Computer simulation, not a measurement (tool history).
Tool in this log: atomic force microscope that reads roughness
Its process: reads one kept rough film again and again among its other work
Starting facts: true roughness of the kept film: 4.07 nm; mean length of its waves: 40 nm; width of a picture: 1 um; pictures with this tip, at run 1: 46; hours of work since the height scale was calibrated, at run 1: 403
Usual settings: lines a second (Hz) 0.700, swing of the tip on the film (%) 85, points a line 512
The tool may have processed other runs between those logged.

run	day	lines a second (Hz)	swing of the tip on the film (%)	points a line	pictures with this tip	hours of work since the height scale was calibrated	roughness of the kept film (nm (root mean square))
1	0.000	0.700	85	512	46	403	3.312
# day 1.179: new tip fitted
2	1.538	3.199	85	512	17	425	2.873
3	2.388	0.700	85	512	58	438	3.183
# day 3.279: new tip fitted
4	3.633	3.027	85	512	17	456	2.904
5	5.025	3.027	85	512	85	477	2.571
# day 5.462: new tip fitted
6	5.800	3.829	85	512	17	489	2.771
7	7.275	3.829	85	512	89	511	2.414
# day 7.558: new tip fitted
8	8.733	3.829	85	512	58	532	2.546
# day 9.746: new tip fitted
9	9.946	3.863	85	718	10	550	2.808
# day 10.054: height scale calibrated on a step standard
10	11.158	0.700	56	512	67	17	3.270
# day 11.883: new tip fitted
11	11.975	0.700	56	512	5	28	3.652
12	13.538	0.957	56	512	81	52	3.114
# day 13.983: new tip fitted
13	15.092	0.957	56	512	54	75	3.323
# day 16.158: new tip fitted
14	16.608	1.235	85	562	22	97	3.298
15	18.108	1.024	85	512	95	120	2.884

Measured minus without-hidden-state, run by run (identical run-to-run variation in each term; gauge scatter may differ):
Hidden state present: radius of the tip, nm; height scale over the true one, %; drift of the gauge itself on roughness_nm, %.
run	roughness of the kept film (nm (root mean square))
1	-0.280
2	-0.120
3	-0.404
4	-0.118
5	-0.467
6	-0.112
7	-0.469
8	-0.361
9	-0.071
10	-0.471
11	-0.077
12	-0.616
13	-0.412
14	-0.160
15	-0.605
